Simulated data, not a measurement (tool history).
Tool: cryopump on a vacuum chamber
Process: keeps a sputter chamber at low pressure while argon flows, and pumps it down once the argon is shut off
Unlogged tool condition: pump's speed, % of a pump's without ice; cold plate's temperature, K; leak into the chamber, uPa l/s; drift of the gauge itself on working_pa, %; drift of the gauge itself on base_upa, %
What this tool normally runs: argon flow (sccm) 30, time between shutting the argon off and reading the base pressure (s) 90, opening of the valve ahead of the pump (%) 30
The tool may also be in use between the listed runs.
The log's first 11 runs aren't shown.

run   hour  argon flow (sccm)  time between shutting the argon off and reading the base pressure (s)  opening of the valve ahead of the pump (%)  hours of work since the pump was warmed up and emptied  hours of work since the cold head was overhauled  hours of work since the chamber's fittings were tightened  pressure while argon flows (Pa)  pressure after the wait (uPa)
 12  140.7                 30                                                                    108                                          19                                                     176                                               176                                                        494                           0.1273                           0.81
 13  151.9                 30                                                                    108                                          19                                                     182                                               182                                                        500                           0.1266                           0.85
 14  161.6                 30                                                                    108                                          19                                                     188                                               188                                                        506                           0.1281                           0.80
 15  173.8                 30                                                                     90                                          30                                                     195                                               195                                                        513                           0.0813                           0.90
 16  191.1                 30                                                                     90                                          26                                                     205                                               205                                                        523                           0.0934                           0.88
 17  205.3                 30                                                                     90                                          26                                                     214                                               214                                                        532                           0.0930                           0.90
 18  223.8                 30                                                                     63                                          30                                                     224                                               224                                                        543                           0.0817                           1.04
 19  240.0                 56                                                                     37                                          48                                                     234                                               234                                                        552                           0.0954                           1.44
 20  255.3                 13                                                                     66                                          50                                                     243                                               243                                                        561                           0.0220                           1.06
 21  265.6                 13                                                                     66                                          50                                                     249                                               249                                                        567                           0.0212                           1.03
 22  274.0                 13                                                                     66                                          50                                                     254                                               254                                                        572                           0.0222                           1.07
 23  286.5                 30                                                                     66                                          50                                                     261                                               261                                                        579                           0.0494                           1.11
 24  301.4                 30                                                                     28                                          23                                                     270                                               270                                                        588                           0.1064                           1.75
 25  310.9                 30                                                                     28                                          23                                                     276                                               276                                                        594                           0.1057                           1.77
 26  326.6                 30                                                                     28                                          23                                                     285                                               285                                                        603                           0.1056                           1.71
 27  334.5                 30                                                                     28                                          23                                                     289                                               289                                                        608                           0.1062                           1.84
 28  347.2                 30                                                                     28                                          23                                                     297                                               297                                                        615                           0.1058                           1.81
 29  356.8                 30                                                                     28                                          23                                                     303                                               303                                                        621                           0.1063                           1.70
 30  374.2                 30                                                                     85                                          30                                                     313                                               313                                                        631                           0.0820                           0.98
 31  388.1                 30                                                                     85                                          30                                                     321                                               321                                                        639                           0.0820                           0.97
 32  405.9                 15                                                                     85                                          21                                                     331                                               331                                                        650                           0.0579                           1.01
 33  413.7                 15                                                                     85                                          21                                                     336                                               336                                                        654                           0.0578                           0.99

What if the next run were any one of these 4? Each begins from the tool's condition after run 33:
  A  432.7                 42                                                                    192                                          23                                                     347                                               347                                                        665                                ?                              ?
  B  432.7                 23                                                                     29                                          44                                                     347                                               347                                                        665                                ?                              ?
  C  432.7                 51                                                                     90                                          18                                                     347                                               347                                                        665                                ?                              ?
  D  432.7                 15                                                                    156                                          21                                                     347                                               347                                                        665                                ?                              ?

run  pressure while argon flows (Pa)  pressure after the wait (uPa)
  A                           0.1488                           0.80
  B                           0.0437                           1.77
  C                           0.2295                           1.04
  D                           0.0582                           0.84
What these runs would have given with no unlogged condition in the tool:
run  pressure while argon flows (Pa)  pressure after the wait (uPa)
  A                           0.1464                           0.31
  B                           0.0423                           1.27
  C                           0.2265                           0.53
  D                           0.0574                           0.33
